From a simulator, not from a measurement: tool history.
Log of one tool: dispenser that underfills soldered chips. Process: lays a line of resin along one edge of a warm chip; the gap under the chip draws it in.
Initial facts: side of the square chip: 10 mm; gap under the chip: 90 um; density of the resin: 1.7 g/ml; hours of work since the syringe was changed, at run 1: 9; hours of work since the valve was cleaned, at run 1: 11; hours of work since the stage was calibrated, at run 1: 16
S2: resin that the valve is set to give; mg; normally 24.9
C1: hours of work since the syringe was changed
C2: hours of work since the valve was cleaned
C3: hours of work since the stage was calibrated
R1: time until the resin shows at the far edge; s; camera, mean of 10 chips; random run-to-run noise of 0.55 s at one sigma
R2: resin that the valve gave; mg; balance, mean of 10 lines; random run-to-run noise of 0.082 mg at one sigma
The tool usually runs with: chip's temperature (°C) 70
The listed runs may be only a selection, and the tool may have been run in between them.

{"run": 1, "hour": 0.0, "chip's temperature (°C)": 70, "S2": 24.9, "C1": 9, "C2": 11, "C3": 16, "R1": 97.4, "R2": 24.69}
{"hour": 0.9, "done": "new syringe of resin"}
{"run": 2, "hour": 5.5, "chip's temperature (°C)": 70, "S2": 24.9, "C1": 3, "C2": 15, "C3": 19, "R1": 59.3, "R2": 24.79}
{"hour": 14.9, "done": "new syringe of resin"}
{"run": 3, "hour": 14.9, "chip's temperature (°C)": 70, "S2": 24.9, "C1": 0, "C2": 21, "C3": 26, "R1": 45.5, "R2": 24.52}
{"run": 4, "hour": 23.7, "chip's temperature (°C)": 70, "S2": 24.9, "C1": 6, "C2": 27, "C3": 32, "R1": 78.5, "R2": 24.45}
{"hour": 28.8, "done": "new syringe of resin"}
{"run": 5, "hour": 34.0, "chip's temperature (°C)": 70, "S2": 24.9, "C1": 4, "C2": 34, "C3": 39, "R1": 63.4, "R2": 24.38}
{"hour": 42.7, "done": "new syringe of resin"}
{"run": 6, "hour": 44.6, "chip's temperature (°C)": 80, "S2": 30.4, "C1": 1, "C2": 41, "C3": 46, "R1": 33.3, "R2": 29.6}
{"run": 7, "hour": 49.5, "chip's temperature (°C)": 82, "S2": 25.5, "C1": 5, "C2": 44, "C3": 49, "R1": 40.8, "R2": 24.88}
{"hour": 56.8, "done": "new syringe of resin"}
{"run": 8, "hour": 59.1, "chip's temperature (°C)": 82, "S2": 25.5, "C1": 2, "C2": 51, "C3": 55, "R1": 32.1, "R2": 24.77}
{"run": 9, "hour": 68.3, "chip's temperature (°C)": 73, "S2": 25.4, "C1": 8, "C2": 57, "C3": 62, "R1": 81.1, "R2": 24.63}
{"hour": 71.0, "done": "new syringe of resin"}
{"run": 10, "hour": 76.5, "chip's temperature (°C)": 73, "S2": 25.4, "C1": 4, "C2": 63, "C3": 67, "R1": 55.7, "R2": 24.41}

4 options for the next run, each taken on its own from the tool as it stands now. Forecast them:
{"run": "A", "hour": 82.9, "chip's temperature (°C)": 58, "S2": 27.1, "C1": 8, "C2": 67, "C3": 72, "R1": "?", "R2": "?"}
{"run": "B", "hour": 82.9, "chip's temperature (°C)": 56, "S2": 30.3, "C1": 8, "C2": 67, "C3": 72, "R1": "?", "R2": "?"}
{"run": "C", "hour": 82.9, "chip's temperature (°C)": 59, "S2": 21.3, "C1": 8, "C2": 67, "C3": 72, "R1": "?", "R2": "?"}
{"run": "D", "hour": 82.9, "chip's temperature (°C)": 76, "S2": 29.7, "C1": 8, "C2": 67, "C3": 72, "R1": "?", "R2": "?"}

run=A R1=159.1 R2=26.04
run=B R1=174.8 R2=29.12
run=C R1=158.0 R2=20.51
run=D R1=69.9 R2=28.55
Stripped of hidden state, with their random variation kept, the same runs would have yielded:
run=A R1=79.3 R2=27.13
run=B R1=87.4 R2=30.34
run=C R1=78.2 R2=21.37
run=D R1=35.1 R2=29.74

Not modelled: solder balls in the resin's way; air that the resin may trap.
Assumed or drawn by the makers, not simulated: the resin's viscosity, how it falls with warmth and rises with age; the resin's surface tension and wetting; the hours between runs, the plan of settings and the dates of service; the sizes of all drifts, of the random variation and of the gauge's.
